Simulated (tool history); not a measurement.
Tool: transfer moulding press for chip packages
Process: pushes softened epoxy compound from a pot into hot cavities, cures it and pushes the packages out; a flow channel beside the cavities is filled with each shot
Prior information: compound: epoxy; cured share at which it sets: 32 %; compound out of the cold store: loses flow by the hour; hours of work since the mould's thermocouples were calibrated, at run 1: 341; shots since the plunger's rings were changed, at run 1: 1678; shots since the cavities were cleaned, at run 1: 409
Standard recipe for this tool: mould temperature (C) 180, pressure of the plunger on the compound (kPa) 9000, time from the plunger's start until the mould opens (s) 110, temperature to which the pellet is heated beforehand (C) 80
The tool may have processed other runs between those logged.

run,hour,mould temperature (C),pressure of the plunger on the compound (kPa),time from the plunger's start until the mould opens (s),temperature to which the pellet is heated beforehand (C),hours of work since the mould's thermocouples were calibrated,shots since the plunger's rings were changed,shots since the cavities were cleaned,incoming compound's hours out of the cold store,length that the compound runs in the flow channel (mm),greatest force on the pins that push the packages out (N)
1,0,180,9000,110,80,341,1678,409,44.5,830,700
2,7.7,180,9000,110,80,347,1774,505,38.7,859,764
3,22.2,180,9000,149,80,358,1957,688,11,1012,756
4,30.5,180,9000,111,80,364,2061,792,31.8,890,848
5,47.1,180,9000,111,80,377,2271,1002,13,995,935
# hour 60: cavities cleaned with cleaning compound and waxed
6,64.4,180,9000,110,80,389,2468,55,27.4,913,522
7,78.8,180,9000,110,80,400,2650,237,23,930,677
8,96,180,9000,110,80,413,2866,453,35.5,864,766
9,111.1,180,9140,110,80,425,3056,643,16,978,871
10,125.4,175,8070,103,75,436,3236,823,23.5,899,1331
11,143.3,178,8940,143,75,450,3462,1049,17,970,868
# hour 153.5: cavities cleaned with cleaning compound and waxed
12,155,178,9140,143,78,458,3590,20,10.4,1026,484
13,163.4,175,8200,128,74,464,3695,125,10.4,979,627
14,181.5,175,8820,141,74,478,3923,353,23.9,936,654
15,194.9,175,8820,141,74,488,4091,521,36.1,870,745
16,209,187,9000,110,84,499,4269,699,42,810,733
17,225.8,187,9000,110,84,512,4480,910,8.4,982,858
18,243.4,173,7140,98,86,526,4702,1132,15.5,887,1872

Here are 5 independent what-if runs from the current tool condition. What would each one return?
# hour 245.7: cavities cleaned with cleaning compound and waxed
A,259,173,10690,98,86,536,4879,167,8.1,?,?
# hour 245.7: cavities cleaned with cleaning compound and waxed
B,259,179,10450,98,73,536,4879,167,20.9,?,?
# hour 245.7: cavities cleaned with cleaning compound and waxed
C,259,173,7140,101,84,536,4879,167,26.8,?,?
# hour 245.7: cavities cleaned with cleaning compound and waxed
D,259,173,10000,104,79,536,4879,167,12.4,?,?
# hour 245.7: cavities cleaned with cleaning compound and waxed
E,259,180,10960,110,86,536,4879,167,41.6,?,?

run,length that the compound runs in the flow channel (mm),greatest force on the pins that push the packages out (N)
A,1134,1253
B,1013,776
C,828,1080
D,1065,1067
E,912,605
Without the tool's unlogged condition, the same runs would have read:
run,length that the compound runs in the flow channel (mm),greatest force on the pins that push the packages out (N)
A,1174,934
B,1050,591
C,857,807
D,1102,797
E,945,476
